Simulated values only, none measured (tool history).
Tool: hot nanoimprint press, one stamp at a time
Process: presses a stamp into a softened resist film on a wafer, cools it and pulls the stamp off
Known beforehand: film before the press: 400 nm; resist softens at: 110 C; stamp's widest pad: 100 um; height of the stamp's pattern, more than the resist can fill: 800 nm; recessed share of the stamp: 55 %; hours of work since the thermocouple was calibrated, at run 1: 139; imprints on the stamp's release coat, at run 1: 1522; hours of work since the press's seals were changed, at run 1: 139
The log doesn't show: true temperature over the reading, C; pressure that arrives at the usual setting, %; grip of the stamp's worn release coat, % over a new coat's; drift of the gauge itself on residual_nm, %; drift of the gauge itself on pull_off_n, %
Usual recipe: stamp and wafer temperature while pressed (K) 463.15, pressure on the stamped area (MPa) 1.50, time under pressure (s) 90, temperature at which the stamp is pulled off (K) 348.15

run   hour  stamp and wafer temperature while pressed (K)  pressure on the stamped area (MPa)  time under pressure (s)  temperature at which the stamp is pulled off (K)  hours of work since the thermocouple was calibrated  imprints on the stamp's release coat  hours of work since the press's seals were changed  resist left under the stamp's widest pad (angstrom)  greatest force while the stamp is pulled off (N)
  1    0.0                                         463.15                                1.50                       90                                            348.15                                                  139                                  1522                                                 139                                                 2237                                               221
  2   85.7                                         463.15                                1.50                       90                                            348.15                                                  199                                  1954                                                 199                                                 2251                                               246
     120.7  -- stamp cleaned and given a new release coat
  3  173.3                                         463.15                                2.24                       90                                            348.15                                                  255                                   265                                                 255                                                 1969                                               152
  4  232.4                                         463.15                                1.35                       90                                            348.15                                                  297                                   562                                                 297                                                 2376                                               160
  5  314.8                                         469.15                                1.35                       90                                            348.15                                                  354                                   977                                                 354                                                 1919                                               193
  6  368.8                                         469.15                                1.35                       90                                            348.15                                                  392                                  1248                                                 392                                                 1944                                               206
  7  451.4                                         469.15                                1.35                       90                                            348.15                                                  450                                  1664                                                 450                                                 1945                                               238
  8  512.8                                         460.15                                1.03                       90                                            345.15                                                  492                                  1972                                                 492                                                 2851                                               266

Run 9 comes next. What will it give?
     548.4  -- stamp cleaned and given a new release coat
     556.2  -- plate thermocouple calibrated
     586.8  -- press's hydraulic seals changed and the load cell set to zero
  9  630.2                                         475.15                                1.50                      169                                            348.15                                                   46                                   356                                                  30                                                    ?                                                 ?

Run 9 measured resist left under the stamp's widest pad (angstrom) 1062, greatest force while the stamp is pulled off (N) 148.
The same run, on a tool lacking any hidden state, would have yielded resist left under the stamp's widest pad (angstrom) 1050, greatest force while the stamp is pulled off (N) 129.

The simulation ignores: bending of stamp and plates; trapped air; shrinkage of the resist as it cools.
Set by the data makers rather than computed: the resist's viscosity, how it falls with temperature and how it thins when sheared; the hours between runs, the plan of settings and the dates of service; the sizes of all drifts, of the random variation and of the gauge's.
